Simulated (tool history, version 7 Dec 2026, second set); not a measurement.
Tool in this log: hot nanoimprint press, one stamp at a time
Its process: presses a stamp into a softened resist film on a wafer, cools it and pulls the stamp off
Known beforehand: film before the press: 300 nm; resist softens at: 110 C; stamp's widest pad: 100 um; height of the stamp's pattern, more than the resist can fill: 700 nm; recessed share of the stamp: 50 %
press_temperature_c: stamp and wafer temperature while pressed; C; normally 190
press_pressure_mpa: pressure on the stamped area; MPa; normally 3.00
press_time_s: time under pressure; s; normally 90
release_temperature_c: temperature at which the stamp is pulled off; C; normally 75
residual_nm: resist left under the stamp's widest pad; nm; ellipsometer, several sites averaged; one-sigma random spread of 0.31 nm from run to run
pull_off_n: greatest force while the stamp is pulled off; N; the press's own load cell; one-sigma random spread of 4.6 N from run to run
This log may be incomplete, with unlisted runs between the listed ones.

| run | day | press_temperature_c | press_pressure_mpa | press_time_s | release_temperature_c | residual_nm | pull_off_n |
|---|---|---|---|---|---|---|---|
| 1 | 0.000 | 190 | 3.00 | 90 | 75 | 108.6 | 231 |
| 2 | 2.208 | 190 | 3.00 | 90 | 75 | 109.0 | 224 |
| 3 | 4.108 | 190 | 3.00 | 90 | 75 | 109.2 | 226 |
| 4 | 6.221 | 192 | 3.00 | 90 | 75 | 99.9 | 222 |
|  | 8.442 | press's hydraulic seals changed and the load cell set to zero |
| 5 | 9.417 | 192 | 3.00 | 90 | 75 | 98.8 | 232 |
|  | 11.567 | plate thermocouple calibrated |
| 6 | 12.667 | 192 | 3.00 | 90 | 75 | 99.5 | 225 |
| 7 | 14.696 | 190 | 3.00 | 90 | 62 | 108.8 | 259 |
| 8 | 17.179 | 190 | 3.00 | 90 | 75 | 108.1 | 230 |
|  | 18.788 | stamp cleaned and given a new release coat |
| 9 | 19.425 | 190 | 3.00 | 90 | 67 | 108.6 | 245 |
| 10 | 20.825 | 190 | 3.00 | 90 | 67 | 108.6 | 244 |
| 11 | 22.817 | 190 | 3.00 | 90 | 67 | 108.5 | 235 |
| 12 | 25.275 | 190 | 3.00 | 90 | 67 | 108.7 | 246 |
| 13 | 27.942 | 191 | 3.00 | 90 | 75 | 103.4 | 232 |
| 14 | 30.488 | 191 | 3.00 | 90 | 75 | 103.6 | 231 |
| 15 | 33.283 | 191 | 3.00 | 90 | 75 | 103.2 | 234 |
| 16 | 34.812 | 191 | 2.39 | 122 | 75 | 100.1 | 224 |
|  | 37.233 | stamp cleaned and given a new release coat |
| 17 | 37.950 | 190 | 2.04 | 90 | 75 | 127.7 | 232 |
| 18 | 39.717 | 190 | 3.00 | 90 | 77 | 108.5 | 229 |
|  | 40.262 | plate thermocouple calibrated |
| 19 | 41.517 | 190 | 3.00 | 90 | 77 | 108.4 | 223 |
| 20 | 43.179 | 190 | 2.11 | 120 | 75 | 111.6 | 222 |
| 21 | 46.108 | 189 | 3.00 | 62 | 75 | 132.4 | 231 |
| 22 | 47.733 | 193 | 3.00 | 90 | 75 | 94.1 | 224 |
| 23 | 50.779 | 193 | 3.00 | 90 | 75 | 94.4 | 225 |
| 24 | 52.812 | 193 | 3.00 | 90 | 75 | 94.1 | 224 |
| 25 | 54.417 | 193 | 3.00 | 90 | 75 | 94.4 | 233 |
|  | 55.838 | stamp cleaned and given a new release coat |
| 26 | 56.208 | 193 | 3.00 | 90 | 75 | 93.8 | 214 |
| 27 | 57.750 | 183 | 3.00 | 90 | 75 | 147.4 | 238 |
| 28 | 60.529 | 200 | 3.31 | 90 | 75 | 66.5 | 237 |
| 29 | 62.104 | 200 | 3.31 | 90 | 75 | 66.0 | 224 |

Same runs, no hidden state in the tool, same run-to-run variation:
What the log doesn't record here: true temperature over the reading, C; pressure that arrives at the usual setting, %; grip of the stamp's worn release coat, % over a new coat's; drift of the gauge itself on residual_nm, %; drift of the gauge itself on pull_off_n, %.
| run | residual_nm |
|---|---|
| 1 | 108.7 |
| 2 | 109.2 |
| 3 | 109.4 |
| 4 | 100.1 |
| 5 | 99.2 |
| 6 | 99.7 |
| 7 | 109.1 |
| 8 | 108.4 |
| 9 | 109.0 |
| 10 | 109.0 |
| 11 | 109.0 |
| 12 | 109.2 |
| 13 | 104.0 |
| 14 | 104.3 |
| 15 | 104.0 |
| 16 | 100.8 |
| 17 | 128.7 |
| 18 | 109.4 |
| 19 | 109.1 |
| 20 | 112.4 |
| 21 | 133.5 |
| 22 | 94.9 |
| 23 | 95.2 |
| 24 | 95.0 |
| 25 | 95.4 |
| 26 | 94.8 |
| 27 | 149.0 |
| 28 | 67.2 |
| 29 | 66.7 |
pull_off_n without the hidden state stays within 4 N of what was measured, in all runs.
